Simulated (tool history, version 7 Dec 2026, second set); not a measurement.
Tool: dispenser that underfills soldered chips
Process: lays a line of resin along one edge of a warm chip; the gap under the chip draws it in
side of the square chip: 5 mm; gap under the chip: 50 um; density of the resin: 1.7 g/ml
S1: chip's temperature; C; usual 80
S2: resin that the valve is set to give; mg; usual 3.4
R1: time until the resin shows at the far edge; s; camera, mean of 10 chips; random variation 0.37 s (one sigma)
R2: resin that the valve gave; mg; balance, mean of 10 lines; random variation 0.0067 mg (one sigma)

run 1 hour=0 | S1=80 S2=3.4 | R1=23.1 R2=3.285
run 2 hour=5.7 | S1=80 S2=3.4 | R1=29.3 R2=3.29
-- hour=6.8 new syringe of resin
run 3 hour=13.2 | S1=80 S2=3.4 | R1=25.1 R2=3.289
-- hour=18.9 new syringe of resin
run 4 hour=19.5 | S1=80 S2=3.4 | R1=19 R2=3.278
run 5 hour=24.7 | S1=80 S2=3.4 | R1=23.8 R2=3.277
-- hour=30.8 new syringe of resin
-- hour=32.6 dispensing valve cleaned and set on the balance
run 6 hour=37.1 | S1=85 S2=3.4 | R1=18.4 R2=3.417
run 7 hour=42.7 | S1=85 S2=3.4 | R1=24.2 R2=3.39
-- hour=43.7 new syringe of resin
run 8 hour=48.2 | S1=94 S2=3.92 | R1=12 R2=3.907
run 9 hour=53 | S1=71 S2=4.14 | R1=41.2 R2=4.106
-- hour=56 new syringe of resin
run 10 hour=62 | S1=80 S2=4.31 | R1=22.7 R2=4.256
-- hour=67.9 new syringe of resin
run 11 hour=71.5 | S1=86 S2=3.2 | R1=15.2 R2=3.149
-- hour=80.1 new syringe of resin
run 12 hour=82.8 | S1=69 S2=3.4 | R1=34.5 R2=3.342
-- hour=92.1 new syringe of resin
run 13 hour=93.2 | S1=91 S2=4.16 | R1=11.3 R2=4.058

4 ways to go on from here, each from the tool as it stands after run 13. What would each give?
-- hour=103.7 new syringe of resin
run A hour=103.9 | S1=81 S2=3.33 | R1=? R2=?
-- hour=103.7 new syringe of resin
run B hour=103.9 | S1=79 S2=4.19 | R1=? R2=?
-- hour=103.7 new syringe of resin
run C hour=103.9 | S1=72 S2=3.93 | R1=? R2=?
-- hour=103.7 new syringe of resin
run D hour=103.9 | S1=67 S2=3.51 | R1=? R2=?

run=A R1=18.2 R2=3.233
run=B R1=18.7 R2=4.069
run=C R1=27.1 R2=3.82
run=D R1=34.6 R2=3.414
Without the tool's hidden state the same runs would have given:
run=A R1=20.8 R2=3.328
run=B R1=21.6 R2=4.187
run=C R1=31.4 R2=3.932
run=D R1=40.3 R2=3.513

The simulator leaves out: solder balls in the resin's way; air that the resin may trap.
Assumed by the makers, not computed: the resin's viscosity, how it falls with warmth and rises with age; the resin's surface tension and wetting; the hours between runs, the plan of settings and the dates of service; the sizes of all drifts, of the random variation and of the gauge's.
